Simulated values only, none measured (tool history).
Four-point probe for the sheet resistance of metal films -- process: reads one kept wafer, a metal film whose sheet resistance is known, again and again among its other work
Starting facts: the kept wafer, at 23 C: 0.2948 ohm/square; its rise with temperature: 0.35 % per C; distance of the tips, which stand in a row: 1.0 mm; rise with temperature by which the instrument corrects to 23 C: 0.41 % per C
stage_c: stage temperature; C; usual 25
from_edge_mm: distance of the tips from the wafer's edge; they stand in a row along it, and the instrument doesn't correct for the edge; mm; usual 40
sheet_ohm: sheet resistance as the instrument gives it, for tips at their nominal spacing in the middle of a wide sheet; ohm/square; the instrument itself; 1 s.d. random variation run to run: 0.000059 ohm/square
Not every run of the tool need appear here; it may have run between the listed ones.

{"run": 1, "hour": 0.0, "stage_c": 25, "from_edge_mm": 40, "sheet_ohm": 0.29391}
{"run": 2, "hour": 10.6, "stage_c": 25, "from_edge_mm": 40, "sheet_ohm": 0.294028}
{"run": 3, "hour": 20.4, "stage_c": 25, "from_edge_mm": 40, "sheet_ohm": 0.293977}
{"run": 4, "hour": 34.5, "stage_c": 25, "from_edge_mm": 40, "sheet_ohm": 0.293982}
{"run": 5, "hour": 49.6, "stage_c": 25, "from_edge_mm": 40, "sheet_ohm": 0.293942}
{"run": 6, "hour": 66.2, "stage_c": 25, "from_edge_mm": 40, "sheet_ohm": 0.293946}
{"run": 7, "hour": 77.9, "stage_c": 25, "from_edge_mm": 40, "sheet_ohm": 0.293891}
{"run": 8, "hour": 90.5, "stage_c": 25, "from_edge_mm": 40, "sheet_ohm": 0.294022}
{"run": 9, "hour": 98.4, "stage_c": 25, "from_edge_mm": 8, "sheet_ohm": 0.296267}
{"run": 10, "hour": 107.0, "stage_c": 30, "from_edge_mm": 40, "sheet_ohm": 0.293104}
{"run": 11, "hour": 120.4, "stage_c": 30, "from_edge_mm": 40, "sheet_ohm": 0.293102}
{"run": 12, "hour": 133.0, "stage_c": 25, "from_edge_mm": 40, "sheet_ohm": 0.294036}
{"run": 13, "hour": 142.7, "stage_c": 25, "from_edge_mm": 40, "sheet_ohm": 0.293922}
{"run": 14, "hour": 154.3, "stage_c": 25, "from_edge_mm": 40, "sheet_ohm": 0.293924}
{"run": 15, "hour": 170.3, "stage_c": 25, "from_edge_mm": 40, "sheet_ohm": 0.293961}
{"run": 16, "hour": 178.5, "stage_c": 25, "from_edge_mm": 40, "sheet_ohm": 0.29394}
{"run": 17, "hour": 186.0, "stage_c": 25, "from_edge_mm": 38, "sheet_ohm": 0.294055}
{"run": 18, "hour": 195.7, "stage_c": 25, "from_edge_mm": 38, "sheet_ohm": 0.29394}
{"run": 19, "hour": 205.3, "stage_c": 25, "from_edge_mm": 38, "sheet_ohm": 0.294116}
{"run": 20, "hour": 220.6, "stage_c": 25, "from_edge_mm": 40, "sheet_ohm": 0.294007}
{"run": 21, "hour": 231.1, "stage_c": 25, "from_edge_mm": 40, "sheet_ohm": 0.294046}
{"run": 22, "hour": 239.0, "stage_c": 25, "from_edge_mm": 40, "sheet_ohm": 0.294148}
{"run": 23, "hour": 250.7, "stage_c": 20, "from_edge_mm": 34, "sheet_ohm": 0.295102}
{"hour": 252.8, "done": "stage's thermometer calibrated"}
{"run": 24, "hour": 260.0, "stage_c": 19, "from_edge_mm": 59, "sheet_ohm": 0.294997}
{"run": 25, "hour": 268.3, "stage_c": 31, "from_edge_mm": 19, "sheet_ohm": 0.293373}
{"run": 26, "hour": 282.3, "stage_c": 31, "from_edge_mm": 19, "sheet_ohm": 0.2933}
{"run": 27, "hour": 292.4, "stage_c": 31, "from_edge_mm": 19, "sheet_ohm": 0.293212}
{"run": 28, "hour": 301.1, "stage_c": 31, "from_edge_mm": 19, "sheet_ohm": 0.293238}
{"run": 29, "hour": 312.6, "stage_c": 29, "from_edge_mm": 4, "sheet_ohm": 0.302822}
{"run": 30, "hour": 321.7, "stage_c": 29, "from_edge_mm": 4, "sheet_ohm": 0.302662}
{"hour": 328.4, "done": "stage's thermometer calibrated, once more"}
{"run": 31, "hour": 339.0, "stage_c": 29, "from_edge_mm": 4, "sheet_ohm": 0.303222}
{"run": 32, "hour": 351.8, "stage_c": 19, "from_edge_mm": 7, "sheet_ohm": 0.298696}
{"run": 33, "hour": 366.2, "stage_c": 19, "from_edge_mm": 7, "sheet_ohm": 0.298737}
{"run": 34, "hour": 377.6, "stage_c": 19, "from_edge_mm": 7, "sheet_ohm": 0.298729}
{"run": 35, "hour": 391.1, "stage_c": 24, "from_edge_mm": 8, "sheet_ohm": 0.296918}
{"run": 36, "hour": 400.8, "stage_c": 19, "from_edge_mm": 30, "sheet_ohm": 0.295735}
{"run": 37, "hour": 414.8, "stage_c": 19, "from_edge_mm": 30, "sheet_ohm": 0.295589}
{"run": 38, "hour": 426.8, "stage_c": 19, "from_edge_mm": 15, "sheet_ohm": 0.296133}
{"run": 39, "hour": 441.6, "stage_c": 20, "from_edge_mm": 16, "sheet_ohm": 0.295848}
{"run": 40, "hour": 454.9, "stage_c": 20, "from_edge_mm": 16, "sheet_ohm": 0.295927}
{"run": 41, "hour": 463.9, "stage_c": 33, "from_edge_mm": 16, "sheet_ohm": 0.293627}
{"run": 42, "hour": 474.2, "stage_c": 21, "from_edge_mm": 16, "sheet_ohm": 0.295768}
{"run": 43, "hour": 487.0, "stage_c": 21, "from_edge_mm": 16, "sheet_ohm": 0.29584}
{"run": 44, "hour": 497.8, "stage_c": 25, "from_edge_mm": 68, "sheet_ohm": 0.294393}

Here are 5 independent what-if runs from the current tool condition. What would each one return?
{"run": "A", "hour": 505.1, "stage_c": 25, "from_edge_mm": 61, "sheet_ohm": "?"}
{"run": "B", "hour": 505.1, "stage_c": 25, "from_edge_mm": 65, "sheet_ohm": "?"}
{"run": "C", "hour": 505.1, "stage_c": 23, "from_edge_mm": 6, "sheet_ohm": "?"}
{"run": "D", "hour": 505.1, "stage_c": 32, "from_edge_mm": 13, "sheet_ohm": "?"}
{"run": "E", "hour": 505.1, "stage_c": 33, "from_edge_mm": 68, "sheet_ohm": "?"}

run=A sheet_ohm=0.294534
run=B sheet_ohm=0.294403
run=C sheet_ohm=0.299227
run=D sheet_ohm=0.294128
run=E sheet_ohm=0.292949
What these runs would have given with no unlogged condition in the tool:
run=A sheet_ohm=0.294535
run=B sheet_ohm=0.294405
run=C sheet_ohm=0.299229
run=D sheet_ohm=0.294129
run=E sheet_ohm=0.292950
